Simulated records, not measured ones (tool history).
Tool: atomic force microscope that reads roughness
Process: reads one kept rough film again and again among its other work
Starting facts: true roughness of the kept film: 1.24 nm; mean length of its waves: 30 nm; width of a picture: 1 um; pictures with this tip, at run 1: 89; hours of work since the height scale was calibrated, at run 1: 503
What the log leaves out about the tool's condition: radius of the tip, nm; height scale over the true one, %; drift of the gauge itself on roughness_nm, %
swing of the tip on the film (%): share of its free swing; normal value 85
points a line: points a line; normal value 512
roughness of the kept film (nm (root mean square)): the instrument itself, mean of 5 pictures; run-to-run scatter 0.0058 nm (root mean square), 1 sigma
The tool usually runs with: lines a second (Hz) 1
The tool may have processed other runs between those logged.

run    hour  lines a second (Hz)  swing of the tip on the film (%)  points a line  pictures with this tip  hours of work since the height scale was calibrated  roughness of the kept film (nm (root mean square))
  1       0                    1                                85            512                      89                                                  503                                                0.97
        3.8  -- new tip fitted
  2    23.4                    1                                58            512                      23                                                  518                                               1.112
  3    56.7                    1                                85            325                      62                                                  541                                               0.985
  4    78.1                    1                                85            325                      87                                                  555                                               0.965
       83.9  -- new tip fitted
  5    95.9                    1                                85            325                      14                                                  567                                               1.038
  6   127.1                    1                                81            325                      50                                                  588                                               1.019
  7   149.7                    1                                85            364                      77                                                  603                                               0.984
      166.4  -- new tip fitted
  8   169.6                    1                                85            364                       3                                                  616                                               1.049
  9   207.3                    1                                85            365                      48                                                  641                                               1.018
 10   235.1                    1                                85            313                      80                                                  660                                               0.978
        247  -- new tip fitted
 11   264.1                    1                                85            313                      20                                                  679                                               1.022
 12   303.6                 0.79                                85            313                      67                                                  706                                               1.013
        327  -- new tip fitted
 13   345.1                 0.79                                85            313                      21                                                  733                                               1.045
 14   380.2                 1.56                                85            512                      62                                                  757                                               0.958
 15   401.6                 1.56                                85            512                      87                                                  771                                               0.931
      409.9  -- new tip fitted
 16   420.1                 1.56                                85            512                      12                                                  783                                               1.001
 17   456.9                 2.51                                85            512                      55                                                  808                                               0.875
 18     482                 0.69                                85            512                      85                                                  825                                               0.999
      490.7  -- new tip fitted
 19   514.7                    1                                56            512                      28                                                  846                                               1.107
 20   543.1                    1                                68            512                      62                                                  866                                               1.059
      572.7  -- new tip fitted
 21   581.7                    1                                71            512                      10                                                  891                                                1.09
 22   608.6                    1                                71            512                      42                                                  909                                               1.065
 23   649.7                    1                                71            512                      90                                                  937                                               1.016
      654.4  -- new tip fitted
 24   671.6                    1                                85            512                      20                                                  951                                               1.023
 25   703.5                 0.87                                84            807                      57                                                  973                                               1.012
 26   728.4                 2.82                                60            807                      87                                                  989                                               1.011
      731.4  -- height scale calibrated on a step standard
      735.8  -- new tip fitted
 27   769.9                 1.05                                67            343                      40                                                   25                                               1.066
 28   789.1                 0.98                                56            541                      63                                                   38                                               1.064
      809.2  -- height scale calibrated on a step standard, once more
      816.2  -- new tip fitted
 29   816.2                 3.01                                85            512                       0                                                    4                                               0.895
 30   849.1                    1                                90            612                      38                                                   26                                               0.997
 31   880.9                 0.57                                86            342                      76                                                   48                                                1.02
      896.6  -- new tip fitted
 32   911.1                  1.2                                73            512                      17                                                   68                                               1.073
 33   945.6                 1.24                                85            512                      58                                                   91                                               0.978
      975.7  -- new tip fitted
 34   979.7                 2.66                                85            308                       4                                                  114                                               0.906
 35     999                 2.66                                85            724                      27                                                  127                                               0.897
 36  1019.7                 2.89                                68            696                      51                                                  140                                               1.004
 37  1048.1                 0.73                                68            309                      84                                                  160                                               1.055
     1057.8  -- new tip fitted
 38  1067.6                  2.4                                85            512                      12                                                  172                                               0.925
 39  1089.3                 0.62                                85            998                      37                                                  187                                               1.072
 40  1114.8                 1.47                                61            389                      67                                                  204                                               1.066
     1138.2  -- new tip fitted
 41  1143.2                 3.34                                85            595                       6                                                  223                                               0.854
 42  1178.5                 0.58                                85            458                      47                                                  246                                               1.055
 43  1214.1                 3.54                                57            523                      89                                                  270                                               0.995
       1221  -- new tip fitted
 44  1238.5                    1                                78            697                      21                                                  286                                               1.071
 45  1257.9                 0.93                                59            281                      43                                                  299                                               1.089
 46  1299.8                 0.93                                59            281                      92                                                  328                                               1.033
     1302.3  -- new tip fitted
 47  1328.6                 0.93                                59            281                      31                                                  347                                               1.094

Below are 5 alternative next runs, each starting from the tool's condition after run 47. Predict each:
  A  1370.8                 2.82                                59            279                      80                                                  375                                                   ?
  B  1370.8                    1                                59            512                      80                                                  375                                                   ?
  C  1370.8                  0.6                                85            340                      80                                                  375                                                   ?
  D  1370.8                  2.8                                80            512                      80                                                  375                                                   ?
  E  1370.8                    1                                64            512                      80                                                  375                                                   ?

run  roughness of the kept film (nm (root mean square))
  A                                                1.01
  B                                               1.067
  C                                               1.022
  D                                               0.878
  E                                               1.054
With the hidden condition removed and each run's random variation left untouched, the same runs would have given:
run  roughness of the kept film (nm (root mean square))
  A                                               1.087
  B                                               1.149
  C                                               1.101
  D                                               0.947
  E                                               1.135
